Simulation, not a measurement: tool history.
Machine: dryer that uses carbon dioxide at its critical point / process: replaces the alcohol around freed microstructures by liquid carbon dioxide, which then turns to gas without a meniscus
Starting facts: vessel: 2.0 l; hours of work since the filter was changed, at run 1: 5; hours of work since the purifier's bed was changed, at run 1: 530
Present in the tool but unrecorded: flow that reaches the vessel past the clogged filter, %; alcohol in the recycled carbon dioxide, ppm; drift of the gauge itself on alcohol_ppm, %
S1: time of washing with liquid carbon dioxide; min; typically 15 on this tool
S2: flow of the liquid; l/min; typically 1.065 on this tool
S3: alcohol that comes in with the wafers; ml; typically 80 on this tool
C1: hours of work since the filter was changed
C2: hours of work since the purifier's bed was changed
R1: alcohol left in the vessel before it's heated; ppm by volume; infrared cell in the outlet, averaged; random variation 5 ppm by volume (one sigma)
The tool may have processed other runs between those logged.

run    hour  S1     S2   S3   C1   C2   R1
  1       0  15  1.065   80    5  530  231
  2      18   9  1.065   80   14  539  558
  3    41.7  15  1.065   80   25  551  229
  4    62.7  15  1.065   80   35  561  241
  5    96.5  15  1.065   80   52  577  251
  6     113  15  1.065   80   60  585  254
  7   134.1  15  1.065   80   70  595  256
  8   167.4  15  1.065   56   86  612  265
  9     197  15  1.065  113  101  626  259
 10   230.4  15  1.065  113  117  642  288
      246.9  -- purifier's bed changed
 11   252.8  15  1.065   80  126    3   29
 12   275.7  15  1.065   80  137   14   36
 13   291.2  15  1.065   80  145   21   27
 14   317.4  15  1.065   80  157   34   26
 15   353.9  15  1.065   80  175   52   53
 16   383.2  15  1.065   80  189   66   55
 17   409.2  15  1.065   80  202   79   59
 18     428  15  1.065   80  211   88   70
 19   462.9  15  1.065   80  228  105   77
 20   484.3  15  1.065   80  238  115   78
 21   517.6  15  1.065  105  255  131   92
 22     541  15   1.73  105  266  143   52
 23   575.2  15   1.73  105  283  159   66
 24   611.2  15   1.73  105  300  177   78
 25   633.5  22   1.62   30  311  188   82
 26   659.9  12   1.56   30  324  200   83
 27   680.3  10   1.14   46  334  210  211
 28   701.9  15   1.22   32  344  221   86
 29   738.9  15   1.22   32  362  239  104
 30   766.7  15  1.065   48  376  252  125
 31   784.1  15   1.18   34  384  261  111
 32   812.1  15   1.18   34  398  274  125
 33   835.4  23   1.19   35  409  286  124
 34   854.9  14   1.61   76  418  295  121
 35   887.9  14   1.61   76  434  311  134
 36   917.1  15  1.065   98  449  325  194
 37   952.8  12   0.85  111  466  343  850
 38   978.1  12   0.85  111  478  355  899
 39    1003  12   0.85  111  490  367  893
 40  1018.8  12   0.85  111  498  375  899
 41  1044.9  24   0.68   36  511  387  187
 42    1080  24   0.68   36  528  404  192
 43  1113.8  13   1.14   30  544  421  208

Alternative continuations, all from the tool just after run 43; predict every row:
  A  1149.2  13   1.64  96  561  438   ?
  B  1149.2  13   1.14  83  561  438   ?
  C  1149.2  18   0.88  80  561  438   ?
  D  1149.2  14  1.065  80  561  438   ?

run   R1
  A  182
  B  256
  C  230
  D  254
Without the tool's unlogged condition, the same runs would have read:
run  R1
  A   3
  B  28
  C  21
  D  31
